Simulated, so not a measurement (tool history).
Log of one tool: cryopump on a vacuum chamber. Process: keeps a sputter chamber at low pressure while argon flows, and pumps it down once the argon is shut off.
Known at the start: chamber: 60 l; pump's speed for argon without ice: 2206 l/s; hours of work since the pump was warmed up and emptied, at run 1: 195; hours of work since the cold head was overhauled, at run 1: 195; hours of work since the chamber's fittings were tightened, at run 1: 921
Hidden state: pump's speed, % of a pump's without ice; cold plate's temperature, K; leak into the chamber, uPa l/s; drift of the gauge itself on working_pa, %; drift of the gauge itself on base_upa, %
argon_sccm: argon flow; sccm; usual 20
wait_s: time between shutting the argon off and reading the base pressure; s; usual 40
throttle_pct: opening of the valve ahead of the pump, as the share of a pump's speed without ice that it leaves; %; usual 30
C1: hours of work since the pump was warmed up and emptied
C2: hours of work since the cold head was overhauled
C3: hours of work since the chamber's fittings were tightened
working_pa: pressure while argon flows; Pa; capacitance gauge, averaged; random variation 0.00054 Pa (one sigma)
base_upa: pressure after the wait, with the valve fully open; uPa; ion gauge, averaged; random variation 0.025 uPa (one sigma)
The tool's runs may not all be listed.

Run 1, hour 0.0: usual settings; C1 195; C2 195; C3 921. Result: working_pa 0.0528 Pa, base_upa 1.22 uPa.
Run 2, hour 15.9: usual settings; C1 203; C2 203; C3 929. Result: working_pa 0.0523 Pa, base_upa 1.26 uPa.
Run 3, hour 27.8: usual settings; C1 209; C2 209; C3 934. Result: working_pa 0.0528 Pa, base_upa 1.27 uPa.
Run 4, hour 35.6: usual settings but wait_s 31 s; C1 212; C2 212; C3 938. Result: working_pa 0.0529 Pa, base_upa 1.53 uPa.
Run 5, hour 45.7: usual settings but throttle_pct 19 %; C1 217; C2 217; C3 943. Result: working_pa 0.0828 Pa, base_upa 1.29 uPa.
Run 6, hour 60.4: usual settings but throttle_pct 19 %; C1 224; C2 224; C3 950. Result: working_pa 0.0824 Pa, base_upa 1.26 uPa.
Run 7, hour 69.6: usual settings but throttle_pct 19 %; C1 229; C2 229; C3 955. Result: working_pa 0.0826 Pa, base_upa 1.25 uPa.
Run 8, hour 80.4: usual settings but throttle_pct 19 %; C1 234; C2 234; C3 960. Result: working_pa 0.0827 Pa, base_upa 1.26 uPa.
Run 9, hour 98.8: usual settings; C1 243; C2 243; C3 969. Result: working_pa 0.0539 Pa, base_upa 1.23 uPa.
Run 10, hour 116.4: usual settings; C1 251; C2 251; C3 977. Result: working_pa 0.0535 Pa, base_upa 1.24 uPa.
Run 11, hour 124.5: usual settings; C1 255; C2 255; C3 981. Result: working_pa 0.0543 Pa, base_upa 1.26 uPa.
Run 12, hour 142.5: usual settings; C1 264; C2 264; C3 990. Result: working_pa 0.0535 Pa, base_upa 1.23 uPa.
Run 13, hour 160.2: usual settings; C1 272; C2 272; C3 998. Result: working_pa 0.0537 Pa, base_upa 1.23 uPa.
Run 14, hour 169.7: usual settings; C1 277; C2 277; C3 1003. Result: working_pa 0.0543 Pa, base_upa 1.24 uPa.
Run 15, hour 178.4: usual settings; C1 281; C2 281; C3 1007. Result: working_pa 0.0541 Pa, base_upa 1.26 uPa.
Run 16, hour 191.7: usual settings; C1 288; C2 288; C3 1013. Result: working_pa 0.0543 Pa, base_upa 1.24 uPa.
Run 17, hour 203.8: usual settings but wait_s 34 s; C1 294; C2 294; C3 1019. Result: working_pa 0.0541 Pa, base_upa 1.42 uPa.
Run 18, hour 213.8: usual settings but wait_s 34 s; C1 298; C2 298; C3 1024. Result: working_pa 0.0544 Pa, base_upa 1.39 uPa.
Run 19, hour 228.8: usual settings but wait_s 34 s; C1 306; C2 306; C3 1031. Result: working_pa 0.0541 Pa, base_upa 1.41 uPa.
Run 20, hour 241.5: usual settings but wait_s 45 s; C1 312; C2 312; C3 1038. Result: working_pa 0.0544 Pa, base_upa 1.18 uPa.
Run 21, hour 259.2: usual settings but argon_sccm 10 sccm, throttle_pct 54 %; C1 320; C2 320; C3 1046. Result: working_pa 0.0169 Pa, base_upa 1.26 uPa.
Run 22, hour 268.9: usual settings but argon_sccm 30 sccm, throttle_pct 23 %; C1 325; C2 325; C3 1051. Result: working_pa 0.1044 Pa, base_upa 1.32 uPa.
Run 23, hour 278.3: usual settings but argon_sccm 14 sccm, throttle_pct 32 %; C1 329; C2 329; C3 1055. Result: working_pa 0.0363 Pa, base_upa 1.31 uPa.
Run 24, hour 285.9: usual settings but argon_sccm 32 sccm, wait_s 152 s, throttle_pct 15 %; C1 333; C2 333; C3 1059. Result: working_pa 0.1695 Pa, base_upa 0.67 uPa.
Run 25, hour 300.9: usual settings but argon_sccm 26 sccm, wait_s 60 s; C1 340; C2 340; C3 1066. Result: working_pa 0.0712 Pa, base_upa 1.02 uPa.
Run 26, hour 310.8: usual settings but argon_sccm 11 sccm, throttle_pct 53 %; C1 345; C2 345; C3 1071. Result: working_pa 0.0183 Pa, base_upa 1.36 uPa.
Run 27, hour 318.9: usual settings but argon_sccm 23 sccm, wait_s 199 s, throttle_pct 33 %; C1 349; C2 349; C3 1075. Result: working_pa 0.0578 Pa, base_upa 0.54 uPa.
Run 28, hour 329.5: usual settings but argon_sccm 13 sccm, wait_s 223 s, throttle_pct 33 %; C1 354; C2 354; C3 1080. Result: working_pa 0.0322 Pa, base_upa 0.56 uPa.
Run 29, hour 339.0: usual settings but argon_sccm 19 sccm, wait_s 223 s, throttle_pct 33 %; C1 359; C2 359; C3 1085. Result: working_pa 0.0472 Pa, base_upa 0.56 uPa.
Run 30, hour 355.0: usual settings but argon_sccm 10 sccm, throttle_pct 36 %; C1 366; C2 366; C3 1092. Result: working_pa 0.0232 Pa, base_upa 1.31 uPa.
Run 31, hour 368.1: usual settings but wait_s 22 s, throttle_pct 23 %; C1 373; C2 373; C3 1099. Result: working_pa 0.0700 Pa, base_upa 2.03 uPa.
Run 32, hour 382.2: usual settings but wait_s 26 s; C1 380; C2 380; C3 1105. Result: working_pa 0.0542 Pa, base_upa 1.78 uPa.
At hour 395.5: pump warmed up, emptied and cooled again.
Run 33, hour 400.0: usual settings but argon_sccm 9 sccm, wait_s 49 s, throttle_pct 24 %; C1 2; C2 386; C3 1112. Result: working_pa 0.0279 Pa, base_upa 1.08 uPa.
Run 34, hour 415.5: usual settings but argon_sccm 28 sccm, wait_s 128 s, throttle_pct 18 %; C1 10; C2 393; C3 1119. Result: working_pa 0.1196 Pa, base_upa 0.60 uPa.
Run 35, hour 430.7: usual settings but argon_sccm 13 sccm, wait_s 156 s, throttle_pct 34 %; C1 17; C2 401; C3 1126. Result: working_pa 0.0297 Pa, base_upa 0.56 uPa.

The same runs without the tool's hidden state, with the same run-to-run variation:
run  working_pa  base_upa
  1      0.0509      1.01
  2      0.0504      1.04
  3      0.0508      1.05
  4      0.0508      1.32
  5      0.0807      1.07
  6      0.0802      1.04
  7      0.0804      1.02
  8      0.0804      1.04
  9      0.0515      1.01
 10      0.0510      1.01
 11      0.0518      1.03
 12      0.0509      0.99
 13      0.0510      0.99
 14      0.0515      1.00
 15      0.0513      1.02
 16      0.0514      0.99
 17      0.0512      1.18
 18      0.0514      1.14
 19      0.0510      1.16
 20      0.0512      0.92
 21      0.0152      1.00
 22      0.0994      1.06
 23      0.0339      1.05
 24      0.1639      0.41
 25      0.0666      0.74
 26      0.0163      1.08
 27      0.0536      0.27
 28      0.0298      0.28
 29      0.0436      0.29
 30      0.0212      1.03
 31      0.0660      1.74
 32      0.0502      1.49
 33      0.0278      0.88
 34      0.1192      0.39
 35      0.0295      0.35
